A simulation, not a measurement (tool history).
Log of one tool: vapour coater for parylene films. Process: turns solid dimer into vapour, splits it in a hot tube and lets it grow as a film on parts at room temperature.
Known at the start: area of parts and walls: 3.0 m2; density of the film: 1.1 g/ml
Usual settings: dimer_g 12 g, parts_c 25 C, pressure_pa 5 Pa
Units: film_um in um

{"run": 1, "hour": 0.0, "dimer_g": 12, "parts_c": 25, "pressure_pa": 5, "film_um": 2.68}
{"run": 2, "hour": 52.7, "dimer_g": 12, "parts_c": 24, "pressure_pa": 5, "film_um": 2.78}
{"run": 3, "hour": 102.9, "dimer_g": 12, "parts_c": 24, "pressure_pa": 5, "film_um": 2.78}
{"run": 4, "hour": 140.1, "dimer_g": 7, "parts_c": 25, "pressure_pa": 5, "film_um": 1.54}
{"run": 5, "hour": 174.3, "dimer_g": 21, "parts_c": 25, "pressure_pa": 5, "film_um": 4.65}
{"run": 6, "hour": 220.4, "dimer_g": 21, "parts_c": 25, "pressure_pa": 5, "film_um": 4.66}
{"run": 7, "hour": 262.7, "dimer_g": 21, "parts_c": 25, "pressure_pa": 5, "film_um": 4.63}
{"run": 8, "hour": 291.3, "dimer_g": 12, "parts_c": 25, "pressure_pa": 8.55, "film_um": 2.46}
{"run": 9, "hour": 318.4, "dimer_g": 12, "parts_c": 25, "pressure_pa": 3.47, "film_um": 2.75}
{"run": 10, "hour": 353.1, "dimer_g": 12, "parts_c": 25, "pressure_pa": 3.47, "film_um": 2.76}
{"run": 11, "hour": 389.7, "dimer_g": 12, "parts_c": 25, "pressure_pa": 3.47, "film_um": 2.76}
{"run": 12, "hour": 422.4, "dimer_g": 12, "parts_c": 25, "pressure_pa": 5, "film_um": 2.66}
{"run": 13, "hour": 466.6, "dimer_g": 12, "parts_c": 25, "pressure_pa": 5, "film_um": 2.63}
{"run": 14, "hour": 496.0, "dimer_g": 8, "parts_c": 27, "pressure_pa": 3.31, "film_um": 1.69}
{"run": 15, "hour": 521.5, "dimer_g": 12, "parts_c": 25, "pressure_pa": 4.93, "film_um": 2.61}
{"run": 16, "hour": 550.9, "dimer_g": 12, "parts_c": 25, "pressure_pa": 4.93, "film_um": 2.65}

Run 17 comes next. What will it give?
{"run": 17, "hour": 577.8, "dimer_g": 8, "parts_c": 20, "pressure_pa": 10.21, "film_um": "?"}

{"run 17": {"film_um": 2.03}}
Without the tool's hidden state the same run would have given film_um 2.04 um.

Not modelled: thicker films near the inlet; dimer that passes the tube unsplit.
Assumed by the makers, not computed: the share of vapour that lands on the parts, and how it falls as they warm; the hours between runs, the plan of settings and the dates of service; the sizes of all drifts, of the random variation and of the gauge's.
